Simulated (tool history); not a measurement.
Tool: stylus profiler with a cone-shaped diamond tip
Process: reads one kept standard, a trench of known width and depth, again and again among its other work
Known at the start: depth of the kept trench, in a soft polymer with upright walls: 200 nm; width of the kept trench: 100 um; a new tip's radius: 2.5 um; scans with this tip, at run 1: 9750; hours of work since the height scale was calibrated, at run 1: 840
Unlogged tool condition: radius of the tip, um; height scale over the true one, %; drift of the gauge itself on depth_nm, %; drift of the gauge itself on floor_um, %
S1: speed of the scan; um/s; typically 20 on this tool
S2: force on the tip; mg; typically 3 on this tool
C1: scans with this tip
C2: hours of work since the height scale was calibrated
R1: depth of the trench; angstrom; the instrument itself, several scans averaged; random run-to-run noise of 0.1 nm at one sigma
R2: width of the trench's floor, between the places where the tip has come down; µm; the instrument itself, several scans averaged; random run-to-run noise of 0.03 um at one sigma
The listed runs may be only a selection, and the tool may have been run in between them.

run 1 day=0 | S1=20 S2=3 | C1=9750 C2=840 | R1=2028.5 R2=97.5
run 2 day=1.638 | S1=20 S2=3 | C1=9972 C2=859 | R1=2030.2 R2=97.51
run 3 day=4.2 | S1=20 S2=3 | C1=10318 C2=889 | R1=2029 R2=97.49
run 4 day=6.208 | S1=20 S2=3 | C1=10589 C2=912 | R1=2029.3 R2=97.53
run 5 day=7.817 | S1=26 S2=3 | C1=10807 C2=931 | R1=2029.2 R2=97.46
run 6 day=11.025 | S1=20 S2=3 | C1=11241 C2=968 | R1=2028.8 R2=97.42
run 7 day=12.783 | S1=20 S2=3 | C1=11478 C2=989 | R1=2029.3 R2=97.41
run 8 day=16.046 | S1=20 S2=3 | C1=11920 C2=1026 | R1=2029.5 R2=97.41
run 9 day=18.679 | S1=20 S2=3 | C1=12276 C2=1057 | R1=2029.9 R2=97.43
run 10 day=20.262 | S1=20 S2=3 | C1=12489 C2=1076 | R1=2029.9 R2=97.4
run 11 day=22.775 | S1=20 S2=3 | C1=12829 C2=1105 | R1=2032.3 R2=97.43
-- day=22.979 height scale calibrated on a step standard
run 12 day=25.45 | S1=20 S2=3 | C1=13188 C2=29 | R1=2033.6 R2=97.44
run 13 day=27.975 | S1=20 S2=3 | C1=13529 C2=58 | R1=2034.2 R2=97.33
run 14 day=30.421 | S1=20 S2=3 | C1=13860 C2=87 | R1=2033.8 R2=97.36
run 15 day=32.604 | S1=6 S2=3 | C1=14155 C2=112 | R1=2035.5 R2=97.44
run 16 day=35.046 | S1=33 S2=3 | C1=14485 C2=140 | R1=2035.3 R2=97.29
-- day=37.162 height scale calibrated on a step standard, once more
run 17 day=37.633 | S1=29 S2=3 | C1=14832 C2=5 | R1=2023.7 R2=97.3
run 18 day=40.108 | S1=17 S2=5.54 | C1=15166 C2=34 | R1=2034.8 R2=97.4
run 19 day=41.496 | S1=17 S2=5.54 | C1=15354 C2=50 | R1=2035.2 R2=97.34
-- day=42.042 new tip fitted, height scale calibrated
run 20 day=43.742 | S1=11 S2=2.11 | C1=229 C2=20 | R1=2018.6 R2=97.94
run 21 day=46.317 | S1=7 S2=6.93 | C1=578 C2=50 | R1=2039.9 R2=97.94
run 22 day=49.521 | S1=7 S2=6.93 | C1=1011 C2=87 | R1=2039.8 R2=97.92
run 23 day=51.492 | S1=19 S2=8.26 | C1=1277 C2=110 | R1=2045.3 R2=97.92
run 24 day=53.454 | S1=19 S2=8.26 | C1=1542 C2=133 | R1=2045.3 R2=97.9
run 25 day=56 | S1=19 S2=7.99 | C1=1887 C2=163 | R1=2045 R2=97.84

Table of differences, measured result less the result of that run with no hidden state. Run-to-run variation is the same in both. Gauge scatter possibly is not:
run=1 R1=+5.4 R2=-0.42
run=2 R1=+5.6 R2=-0.42
run=3 R1=+5.8 R2=-0.43
run=4 R1=+6 R2=-0.44
run=5 R1=+6.1 R2=-0.44
run=6 R1=+6.4 R2=-0.46
run=7 R1=+6.6 R2=-0.47
run=8 R1=+6.8 R2=-0.48
run=9 R1=+7 R2=-0.49
run=10 R1=+7.2 R2=-0.5
run=11 R1=+7.4 R2=-0.51
run=12 R1=+11.1 R2=-0.53
run=13 R1=+11.3 R2=-0.53
run=14 R1=+11.5 R2=-0.55
run=15 R1=+11.7 R2=-0.55
run=16 R1=+11.9 R2=-0.57
run=17 R1=+0.3 R2=-0.58
run=18 R1=+0.6 R2=-0.59
run=19 R1=+0.7 R2=-0.6
run=20 R1=+0 R2=-0.03
run=21 R1=+0.3 R2=-0.04
run=22 R1=+0.5 R2=-0.06
run=23 R1=+0.6 R2=-0.08
run=24 R1=+0.9 R2=-0.08
run=25 R1=+1.1 R2=-0.1
